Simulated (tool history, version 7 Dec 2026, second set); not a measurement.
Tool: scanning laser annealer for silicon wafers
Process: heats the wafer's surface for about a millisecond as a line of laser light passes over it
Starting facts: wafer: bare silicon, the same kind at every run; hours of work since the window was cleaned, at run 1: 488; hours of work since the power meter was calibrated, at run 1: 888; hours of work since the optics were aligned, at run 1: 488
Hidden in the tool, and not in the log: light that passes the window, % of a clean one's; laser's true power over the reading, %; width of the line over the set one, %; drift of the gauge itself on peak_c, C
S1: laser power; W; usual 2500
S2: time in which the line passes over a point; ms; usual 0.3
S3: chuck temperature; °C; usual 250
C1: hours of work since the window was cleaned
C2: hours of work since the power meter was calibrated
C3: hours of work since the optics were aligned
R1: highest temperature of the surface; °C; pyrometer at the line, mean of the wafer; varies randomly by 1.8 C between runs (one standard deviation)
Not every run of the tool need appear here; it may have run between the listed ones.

run	day	S1	S2	S3	C1	C2	C3	R1
1	0	2500	0.3	250	488	888	488	1023
2	0.846	2500	0.3	250	502	902	502	1020
3	1.917	2500	0.3	250	520	920	520	1018
4	2.992	2500	0.3	250	539	938	539	1017
5	3.85	2471	0.3	250	553	953	553	1008
6	5.054	2471	0.3	250	573	973	573	1006
7	6.633	2500	0.258	250	600	1000	600	963
8	7.854	2500	0.3	250	620	1020	620	1016
9	8.683	2500	0.3	250	634	1034	634	1015
10	9.529	2500	0.3	250	649	1048	649	1013
11	11.004	2500	0.3	250	674	1073	674	1011
12	11.708	2500	0.3	250	685	1085	685	1013
13	12.954	2500	0.3	250	706	1106	706	1010
14	14.067	2500	0.3	250	725	1125	725	1014
15	15.262	2500	0.3	250	745	1145	745	1009
16	16.804	2500	0.223	250	771	1171	771	915
17	18.325	2500	0.3	250	797	1197	797	1009
18	19.617	2500	0.345	250	819	1218	819	1056
19	20.517	2500	0.3	250	834	1234	834	1007
# day 20.862: window over the wafer cleaned
20	21.3	2500	0.3	250	7	1245	846	1031
21	22.792	2500	0.3	230	33	1270	871	1008
22	23.975	2416	0.3	250	52	1290	891	999
23	25.225	2369	0.23	281	74	1311	912	931
24	26.358	2428	0.22	286	93	1330	931	939
25	27.429	2428	0.22	286	111	1349	949	938
26	28.867	2500	0.37	271	135	1373	973	1123
27	30.183	2738	0.37	273	157	1395	995	1223
28	31.596	2500	0.222	269	181	1419	1019	943
29	33.138	2500	0.222	269	207	1445	1045	942
30	34.683	2325	0.279	241	233	1471	1071	926

Run 31 is up next; what results do you expect?
31	35.717	2446	0.348	260	250	1488	1088	?

Run 31 produced R1 1065 °C.
Had the tool carried no hidden state, the very same run would have given R1 1076 °C.

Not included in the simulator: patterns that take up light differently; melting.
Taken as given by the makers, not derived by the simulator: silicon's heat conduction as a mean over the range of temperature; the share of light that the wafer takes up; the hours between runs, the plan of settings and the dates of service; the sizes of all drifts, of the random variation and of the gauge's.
